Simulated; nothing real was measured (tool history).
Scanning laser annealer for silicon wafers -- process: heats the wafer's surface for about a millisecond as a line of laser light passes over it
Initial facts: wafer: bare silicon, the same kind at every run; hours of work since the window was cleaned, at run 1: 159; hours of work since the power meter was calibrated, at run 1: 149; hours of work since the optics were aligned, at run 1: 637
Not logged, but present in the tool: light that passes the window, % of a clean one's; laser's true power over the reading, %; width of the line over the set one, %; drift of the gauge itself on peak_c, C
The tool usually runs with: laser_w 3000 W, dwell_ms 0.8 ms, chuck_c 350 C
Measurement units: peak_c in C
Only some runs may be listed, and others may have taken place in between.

| run | day | laser_w | dwell_ms | chuck_c | hours of work since the window was cleaned | hours of work since the power meter was calibrated | hours of work since the optics were aligned | peak_c |
|---|---|---|---|---|---|---|---|---|
| 1 | 0 | 3000 | 0.8 | 350 | 159 | 149 | 637 | 1144 |
| 2 | 0.45 | 3000 | 0.8 | 350 | 166 | 156 | 644 | 1149 |
| 3 | 0.779 | 3000 | 0.8 | 350 | 170 | 160 | 649 | 1148 |
| 4 | 1.192 | 3000 | 0.8 | 350 | 176 | 166 | 654 | 1147 |
| 5 | 1.6 | 3000 | 0.8 | 350 | 182 | 172 | 660 | 1151 |
| 6 | 1.946 | 3000 | 0.8 | 350 | 187 | 177 | 665 | 1145 |
| 7 | 2.196 | 3000 | 0.8 | 350 | 191 | 181 | 669 | 1142 |
| 8 | 2.471 | 3101 | 0.702 | 316 | 195 | 185 | 673 | 1089 |
| 9 | 2.871 | 2857 | 0.683 | 387 | 200 | 190 | 678 | 1092 |
| 10 | 3.133 | 2630 | 0.728 | 313 | 204 | 194 | 682 | 975 |
| 11 | 3.421 | 2630 | 0.651 | 313 | 208 | 198 | 686 | 943 |
| 12 | 3.662 | 2630 | 0.651 | 369 | 212 | 202 | 690 | 999 |

Alternative continuations, all from the tool just after run 12; predict every row:
| A | 4.125 | 2602 | 0.859 | 350 | 218 | 208 | 696 | ? |
| B | 4.125 | 3007 | 0.864 | 343 | 218 | 208 | 696 | ? |
| C | 4.125 | 3000 | 0.672 | 369 | 218 | 208 | 696 | ? |
| D | 4.125 | 2578 | 0.595 | 313 | 218 | 208 | 696 | ? |

| run | peak_c |
|---|---|
| A | 1057 |
| B | 1174 |
| C | 1104 |
| D | 902 |
Had the tool no hidden state, the same runs would have come out as:
| run | peak_c |
|---|---|
| A | 1058 |
| B | 1175 |
| C | 1105 |
| D | 903 |
